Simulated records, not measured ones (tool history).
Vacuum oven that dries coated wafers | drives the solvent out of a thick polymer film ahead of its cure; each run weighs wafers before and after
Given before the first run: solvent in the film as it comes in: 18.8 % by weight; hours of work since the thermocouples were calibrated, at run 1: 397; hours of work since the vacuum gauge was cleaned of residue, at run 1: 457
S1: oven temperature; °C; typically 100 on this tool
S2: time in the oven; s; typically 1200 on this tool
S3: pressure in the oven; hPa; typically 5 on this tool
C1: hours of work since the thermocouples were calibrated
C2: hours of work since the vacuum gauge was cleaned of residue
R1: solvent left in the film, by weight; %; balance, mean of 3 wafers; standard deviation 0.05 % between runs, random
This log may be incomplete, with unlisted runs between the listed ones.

Run 1, hour 0: usual settings; C1 397; C2 457. Result: R1 1.82 %.
Run 2, hour 8.3: usual settings; C1 401; C2 462. Result: R1 1.74 %.
Run 3, hour 27.4: usual settings but S3 2.94 hPa; C1 412; C2 473. Result: R1 1.58 %.
Run 4, hour 39.3: usual settings but S1 112 °C; C1 419; C2 479. Result: R1 0.44 %.
Run 5, hour 52.8: usual settings but S1 112 °C; C1 426; C2 487. Result: R1 0.45 %.
Run 6, hour 66.5: usual settings but S1 112 °C, S3 3.27 hPa; C1 434; C2 495. Result: R1 0.32 %.
Run 7, hour 81.7: usual settings but S1 112 °C, S3 3.27 hPa; C1 443; C2 503. Result: R1 0.29 %.
Run 8, hour 97: usual settings; C1 451; C2 512. Result: R1 1.71 %.
Run 9, hour 115.5: usual settings but S2 1080 s, S3 10.59 hPa; C1 462; C2 522. Result: R1 2.58 %.
Run 10, hour 135.9: usual settings but S2 1080 s, S3 8.11 hPa; C1 473; C2 534. Result: R1 2.29 %.
Run 11, hour 147.3: usual settings but S1 107 °C, S2 780 s, S3 8.11 hPa; C1 480; C2 540. Result: R1 2.03 %.
Run 12, hour 160.7: usual settings but S1 104 °C, S2 1020 s, S3 2.67 hPa; C1 487; C2 548. Result: R1 1.36 %.
Run 13, hour 177.3: usual settings but S1 104 °C, S2 1020 s, S3 5.8 hPa; C1 496; C2 557. Result: R1 1.63 %.
Run 14, hour 187.1: usual settings but S3 4.28 hPa; C1 502; C2 563. Result: R1 1.57 %.
Run 15, hour 197.7: usual settings but S2 1500 s, S3 15.72 hPa; C1 508; C2 569. Result: R1 2.05 %.

3 options for the next run, each taken on its own from the tool as it stands now. Forecast them:
Run A, hour 217: usual settings but S1 86 °C, S2 720 s, S3 15.19 hPa; C1 519; C2 580. Result: R1 ?.
Run B, hour 217: usual settings but S1 105 °C, S2 660 s, S3 2.81 hPa; C1 519; C2 580. Result: R1 ?.
Run C, hour 217: usual settings but S1 106 °C, S3 12.85 hPa; C1 519; C2 580. Result: R1 ?.

run    R1
  A  9.07
  B  2.73
  C  1.42
Without the tool's hidden state the same runs would have given:
run    R1
  A  9.06
  B  2.72
  C  1.42
